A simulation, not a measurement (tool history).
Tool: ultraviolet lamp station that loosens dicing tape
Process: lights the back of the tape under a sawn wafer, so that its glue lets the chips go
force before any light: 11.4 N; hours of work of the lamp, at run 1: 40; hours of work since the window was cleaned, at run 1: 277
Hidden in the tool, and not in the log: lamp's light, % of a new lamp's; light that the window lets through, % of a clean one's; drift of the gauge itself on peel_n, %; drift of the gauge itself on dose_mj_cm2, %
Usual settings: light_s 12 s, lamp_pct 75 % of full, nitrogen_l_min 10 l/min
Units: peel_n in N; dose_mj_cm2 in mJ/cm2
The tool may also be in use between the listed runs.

| run | day | light_s | lamp_pct | nitrogen_l_min | hours of work of the lamp | hours of work since the window was cleaned | peel_n | dose_mj_cm2 |
|---|---|---|---|---|---|---|---|---|
| 1 | 0.000 | 12 | 75 | 10 | 40 | 277 | 0.969 | 287 |
| 2 | 1.425 | 12 | 75 | 10 | 57 | 293 | 0.980 | 286 |
| 3 | 2.408 | 12 | 75 | 5 | 68 | 305 | 1.774 | 285 |
| 4 | 3.792 | 12 | 75 | 10 | 84 | 320 | 1.052 | 283 |
| 5 | 5.142 | 8 | 75 | 10 | 99 | 336 | 2.174 | 185 |
| 6 | 6.504 | 12 | 75 | 10 | 115 | 351 | 1.048 | 275 |
| 7 | 7.138 | 12 | 75 | 10 | 122 | 359 | 1.045 | 274 |
| 8 | 7.779 | 8 | 88 | 14 | 130 | 366 | 1.337 | 215 |
| 9 | 8.954 | 13 | 86 | 7 | 143 | 380 | 0.887 | 343 |
| 10 | 10.312 | 9 | 71 | 15 | 159 | 395 | 1.603 | 196 |
| 11 | 11.396 | 15 | 73 | 9 | 171 | 407 | 0.739 | 332 |

Forecast each of these 3 alternatives for the next run:
| A | 12.542 | 15 | 85 | 5 | 184 | 421 | ? | ? |
| B | 12.542 | 12 | 73 | 10 | 184 | 421 | ? | ? |
| C | 12.542 | 15 | 67 | 9 | 184 | 421 | ? | ? |

| run | peel_n | dose_mj_cm2 |
|---|---|---|
| A | 0.979 | 382 |
| B | 1.134 | 265 |
| C | 0.936 | 301 |
Without the tool's hidden state the same runs would have given:
| run | peel_n | dose_mj_cm2 |
|---|---|---|
| A | 0.749 | 428 |
| B | 0.875 | 296 |
| C | 0.712 | 336 |
